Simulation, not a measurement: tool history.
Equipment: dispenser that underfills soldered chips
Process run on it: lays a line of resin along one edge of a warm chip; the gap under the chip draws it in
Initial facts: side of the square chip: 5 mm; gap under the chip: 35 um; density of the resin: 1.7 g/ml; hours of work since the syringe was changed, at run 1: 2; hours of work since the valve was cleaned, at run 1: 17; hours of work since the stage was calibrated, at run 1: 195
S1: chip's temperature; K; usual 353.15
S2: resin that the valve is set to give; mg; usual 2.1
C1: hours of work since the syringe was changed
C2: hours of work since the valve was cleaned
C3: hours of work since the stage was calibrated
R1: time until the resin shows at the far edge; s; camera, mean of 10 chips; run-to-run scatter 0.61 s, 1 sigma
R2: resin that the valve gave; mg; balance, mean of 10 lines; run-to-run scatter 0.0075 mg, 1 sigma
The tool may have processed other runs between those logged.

run 1 hour=0 | S1=353.15 S2=2.1 | C1=2 C2=17 C3=195 | R1=53.3 R2=2.082
run 2 hour=7.5 | S1=353.15 S2=2.1 | C1=7 C2=23 C3=201 | R1=67.6 R2=2.08
-- hour=8.6 new syringe of resin
run 3 hour=12.1 | S1=353.15 S2=2.1 | C1=3 C2=27 C3=205 | R1=58.1 R2=2.078
run 4 hour=16.4 | S1=353.15 S2=2.1 | C1=6 C2=30 C3=208 | R1=66.5 R2=2.069
-- hour=19.4 new syringe of resin
run 5 hour=25.7 | S1=365.15 S2=2.1 | C1=5 C2=37 C3=215 | R1=35.4 R2=2.075
-- hour=29.8 new syringe of resin
run 6 hour=35 | S1=365.15 S2=2.1 | C1=4 C2=44 C3=222 | R1=33.1 R2=2.064
-- hour=40.6 new syringe of resin
run 7 hour=44.8 | S1=368.15 S2=2.1 | C1=3 C2=51 C3=229 | R1=28.8 R2=2.04
-- hour=51.5 new syringe of resin
run 8 hour=53.9 | S1=368.15 S2=2.1 | C1=2 C2=58 C3=236 | R1=27.7 R2=2.032
-- hour=62.2 new syringe of resin
run 9 hour=62.4 | S1=346.15 S2=2.17 | C1=0 C2=65 C3=243 | R1=76 R2=2.103
run 10 hour=67.2 | S1=365.15 S2=2.17 | C1=4 C2=68 C3=246 | R1=33.3 R2=2.091
-- hour=73.2 new syringe of resin
run 11 hour=76 | S1=359.15 S2=2.69 | C1=2 C2=75 C3=253 | R1=40.4 R2=2.589
-- hour=84.2 new syringe of resin
run 12 hour=84.5 | S1=355.15 S2=2.06 | C1=0 C2=81 C3=259 | R1=47 R2=1.97
run 13 hour=92.5 | S1=348.15 S2=2.35 | C1=7 C2=88 C3=266 | R1=82.2 R2=2.254
-- hour=94.9 new syringe of resin
run 14 hour=100.2 | S1=348.15 S2=2.68 | C1=4 C2=93 C3=271 | R1=75.5 R2=2.544
-- hour=106 new syringe of resin
-- hour=107 dispensing valve cleaned and set on the balance
run 15 hour=109.3 | S1=357.15 S2=2.38 | C1=2 C2=2 C3=278 | R1=45 R2=2.373

Alternative continuations, all from the tool just after run 15; predict every row:
-- hour=117.4 new syringe of resin
run A hour=119.6 | S1=341.15 S2=2 | C1=2 C2=10 C3=285 | R1=? R2=?
-- hour=117.4 new syringe of resin
run B hour=119.6 | S1=353.15 S2=2.22 | C1=2 C2=10 C3=285 | R1=? R2=?
-- hour=117.4 new syringe of resin
run C hour=119.6 | S1=344.15 S2=2.38 | C1=2 C2=10 C3=285 | R1=? R2=?
-- hour=117.4 new syringe of resin
run D hour=119.6 | S1=365.15 S2=2.32 | C1=2 C2=10 C3=285 | R1=? R2=?

run=A R1=100.8 R2=1.992
run=B R1=53.6 R2=2.213
run=C R1=83.2 R2=2.364
run=D R1=29.7 R2=2.285
With no hidden state in the tool, these same runs would have given:
run=A R1=99 R2=2.004
run=B R1=52.6 R2=2.227
run=C R1=81.8 R2=2.379
run=D R1=29.1 R2=2.299

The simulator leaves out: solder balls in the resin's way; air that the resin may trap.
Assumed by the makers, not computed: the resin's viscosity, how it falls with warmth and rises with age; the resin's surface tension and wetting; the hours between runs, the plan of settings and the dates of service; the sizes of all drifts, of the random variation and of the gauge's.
